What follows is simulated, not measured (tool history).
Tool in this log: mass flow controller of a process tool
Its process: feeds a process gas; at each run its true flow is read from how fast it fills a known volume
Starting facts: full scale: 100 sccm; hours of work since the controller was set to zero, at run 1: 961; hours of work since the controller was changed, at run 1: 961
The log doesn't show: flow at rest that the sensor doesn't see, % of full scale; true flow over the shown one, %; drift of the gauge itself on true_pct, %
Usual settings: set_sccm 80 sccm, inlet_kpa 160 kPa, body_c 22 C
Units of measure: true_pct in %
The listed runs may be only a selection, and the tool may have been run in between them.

run	hour	set_sccm	inlet_kpa	body_c	hours of work since the controller was set to zero	hours of work since the controller was changed	true_pct
1	0.0	80	160	22	961	961	99.74
2	113.3	80	160	22	1022	1022	99.65
3	187.6	80	253	22	1062	1062	99.85
4	307.2	80	253	22	1127	1127	99.85
5	425.7	20	160	22	1190	1190	98.30
6	531.2	20	160	22	1247	1247	98.15
7	617.4	80	160	20	1294	1294	99.80
8	741.7	39	160	20	1361	1361	99.07
9	839.8	39	160	20	1414	1414	99.12
10	977.4	24	160	22	1488	1488	98.46
11	1141.5	24	160	22	1576	1576	98.06
12	1249.9	24	160	22	1635	1635	98.15
13	1342.1	13	160	36	1684	1684	95.74
# hour 1349.8: controller's zero set anew
14	1454.6	13	160	36	56	1745	95.02
15	1602.5	13	160	36	136	1824	94.98
16	1752.2	80	160	33	217	1905	98.23
# hour 1844.5: controller's zero set anew, once more
17	1921.5	22	160	20	42	1996	99.06
18	2031.4	22	160	22	101	2055	98.83
19	2133.5	24	211	27	156	2110	98.44

3 options for the next run, each taken on its own from the tool as it stands now. Forecast them:
A	2270.5	24	257	28	230	2184	?
B	2270.5	80	160	25	230	2184	?
C	2270.5	11	186	39	230	2184	?

run	true_pct
A	98.18
B	99.33
C	96.66
The same runs, with their run-to-run variation unchanged, on a tool lacking any hidden condition would have given:
run	true_pct
A	98.62
B	99.67
C	97.27
